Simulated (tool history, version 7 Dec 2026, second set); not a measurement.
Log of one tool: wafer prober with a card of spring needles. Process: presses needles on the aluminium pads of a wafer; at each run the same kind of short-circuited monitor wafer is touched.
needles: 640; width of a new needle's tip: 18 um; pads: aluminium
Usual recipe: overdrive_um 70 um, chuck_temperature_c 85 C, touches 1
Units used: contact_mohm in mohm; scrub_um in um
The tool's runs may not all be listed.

| run | hour | overdrive_um | chuck_temperature_c | touches | contact_mohm | scrub_um |
|---|---|---|---|---|---|---|
| 1 | 0 | 70 | 85 | 1 | 191 | 14.97 |
|  | 9.9 | tips cleaned on abrasive film |
|  | 25.1 | tips cleaned on abrasive film |
| 2 | 35.5 | 70 | 85 | 1 | 194 | 14.97 |
|  | 40.7 | tips cleaned on abrasive film |
|  | 55.6 | tips cleaned on abrasive film |
| 3 | 55.6 | 88 | 85 | 1 | 187 | 18.82 |
|  | 70.1 | tips cleaned on abrasive film |
|  | 87 | tips cleaned on abrasive film |
| 4 | 87.3 | 70 | 85 | 1 | 190 | 14.98 |
|  | 103 | tips cleaned on abrasive film |
| 5 | 116.7 | 70 | 85 | 1 | 192 | 15.01 |
|  | 119.6 | tips cleaned on abrasive film |
|  | 136.8 | tips cleaned on abrasive film |
| 6 | 145.3 | 70 | 85 | 1 | 189 | 15.03 |
|  | 152.3 | tips cleaned on abrasive film |
|  | 166.6 | tips cleaned on abrasive film |
| 7 | 176.2 | 70 | 85 | 1 | 191 | 15 |
|  | 182.2 | tips cleaned on abrasive film |
|  | 197 | tips cleaned on abrasive film |
| 8 | 200.1 | 70 | 85 | 1 | 190 | 15.01 |
|  | 211.7 | tips cleaned on abrasive film |
|  | 226.5 | tips cleaned on abrasive film |
| 9 | 237 | 70 | 45 | 1 | 185 | 15 |
|  | 243.5 | tips cleaned on abrasive film |
|  | 257.7 | tips cleaned on abrasive film |
| 10 | 259.4 | 70 | 45 | 1 | 185 | 15.01 |
|  | 274.9 | tips cleaned on abrasive film |
|  | 289.1 | tips cleaned on abrasive film |
| 11 | 289.1 | 74 | 31 | 1 | 179 | 15.9 |
|  | 305.8 | tips cleaned on abrasive film |
| 12 | 313.9 | 77 | 90 | 2 | 193 | 16.56 |
|  | 320.2 | tips cleaned on abrasive film |
|  | 334.8 | tips cleaned on abrasive film |
| 13 | 344.5 | 77 | 29 | 1 | 178 | 16.53 |
|  | 349.1 | tips cleaned on abrasive film |
| 14 | 361.5 | 77 | 29 | 1 | 179 | 16.53 |
|  | 364.7 | tips cleaned on abrasive film |
|  | 381.5 | tips cleaned on abrasive film |
|  | 389.9 | height of the first contact set anew |
|  | 396 | tips cleaned on abrasive film |
| 15 | 396 | 70 | 27 | 1 | 177 | 15.09 |
|  | 412.5 | tips cleaned on abrasive film |
| 16 | 418.1 | 70 | 27 | 1 | 181 | 15.06 |
|  | 428.2 | tips cleaned on abrasive film |
|  | 444 | tips cleaned on abrasive film |
| 17 | 450.6 | 63 | 27 | 2 | 179 | 13.57 |
|  | 460.5 | tips cleaned on abrasive film |
|  | 474.9 | tips cleaned on abrasive film |
| 18 | 477.8 | 64 | 27 | 2 | 181 | 13.78 |
|  | 489.6 | tips cleaned on abrasive film |
| 19 | 494.4 | 64 | 27 | 2 | 179 | 13.76 |
|  | 505.2 | tips cleaned on abrasive film |
|  | 520.9 | tips cleaned on abrasive film |
| 20 | 520.9 | 61 | 54 | 2 | 189 | 13.12 |

5 ways to go on from here, each from the tool as it stands after run 20. What would each give?
|  | 535.7 | tips cleaned on abrasive film |
| A | 548.2 | 70 | 85 | 2 | ? | ? |
|  | 535.7 | tips cleaned on abrasive film |
| B | 548.2 | 77 | 56 | 3 | ? | ? |
|  | 535.7 | tips cleaned on abrasive film |
| C | 548.2 | 61 | 34 | 2 | ? | ? |
|  | 535.7 | tips cleaned on abrasive film |
| D | 548.2 | 70 | 42 | 1 | ? | ? |
|  | 535.7 | tips cleaned on abrasive film |
| E | 548.2 | 61 | 45 | 3 | ? | ? |

| run | contact_mohm | scrub_um |
|---|---|---|
| A | 191 | 15.11 |
| B | 183 | 16.63 |
| C | 184 | 13.15 |
| D | 181 | 15.07 |
| E | 183 | 13.16 |
With no hidden state in the tool, these same runs would have given:
| run | contact_mohm | scrub_um |
|---|---|---|
| A | 190 | 15 |
| B | 183 | 16.51 |
| C | 184 | 13.06 |
| D | 181 | 14.96 |
| E | 183 | 13.06 |

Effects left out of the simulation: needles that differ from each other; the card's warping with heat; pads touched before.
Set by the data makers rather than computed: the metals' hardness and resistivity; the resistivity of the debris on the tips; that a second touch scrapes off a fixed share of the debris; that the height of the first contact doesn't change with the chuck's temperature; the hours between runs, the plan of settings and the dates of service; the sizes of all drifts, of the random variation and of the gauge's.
